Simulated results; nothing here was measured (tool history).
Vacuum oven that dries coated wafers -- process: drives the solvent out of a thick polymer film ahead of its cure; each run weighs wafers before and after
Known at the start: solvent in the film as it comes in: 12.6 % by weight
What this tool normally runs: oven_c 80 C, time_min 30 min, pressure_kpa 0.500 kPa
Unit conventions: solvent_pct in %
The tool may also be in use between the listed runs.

run 1 day=0.000 | oven_c=80 time_min=30 pressure_kpa=0.500 | solvent_pct=0.607
run 2 day=0.608 | oven_c=80 time_min=51 pressure_kpa=0.500 | solvent_pct=0.217
run 3 day=1.217 | oven_c=80 time_min=51 pressure_kpa=0.500 | solvent_pct=0.215
run 4 day=1.575 | oven_c=80 time_min=51 pressure_kpa=0.500 | solvent_pct=0.222
run 5 day=1.996 | oven_c=80 time_min=51 pressure_kpa=0.500 | solvent_pct=0.217
run 6 day=2.550 | oven_c=80 time_min=30 pressure_kpa=0.500 | solvent_pct=0.603
run 7 day=3.050 | oven_c=80 time_min=30 pressure_kpa=0.500 | solvent_pct=0.608
run 8 day=3.396 | oven_c=69 time_min=30 pressure_kpa=0.500 | solvent_pct=1.949
run 9 day=4.021 | oven_c=69 time_min=30 pressure_kpa=0.500 | solvent_pct=1.949
run 10 day=4.679 | oven_c=80 time_min=47 pressure_kpa=0.500 | solvent_pct=0.245
run 11 day=5.258 | oven_c=80 time_min=47 pressure_kpa=0.500 | solvent_pct=0.240
run 12 day=5.842 | oven_c=94 time_min=30 pressure_kpa=0.500 | solvent_pct=0.121
run 13 day=6.242 | oven_c=94 time_min=30 pressure_kpa=0.500 | solvent_pct=0.114

Run 14, settings as shown, results not yet in. Your forecast:
run 14 day=6.633 | oven_c=82 time_min=41 pressure_kpa=0.277 | solvent_pct=?

solvent_pct: 0.173 %
On a tool with no hidden condition, and with the same random variation, this run would have come out at solvent_pct 0.173 %.
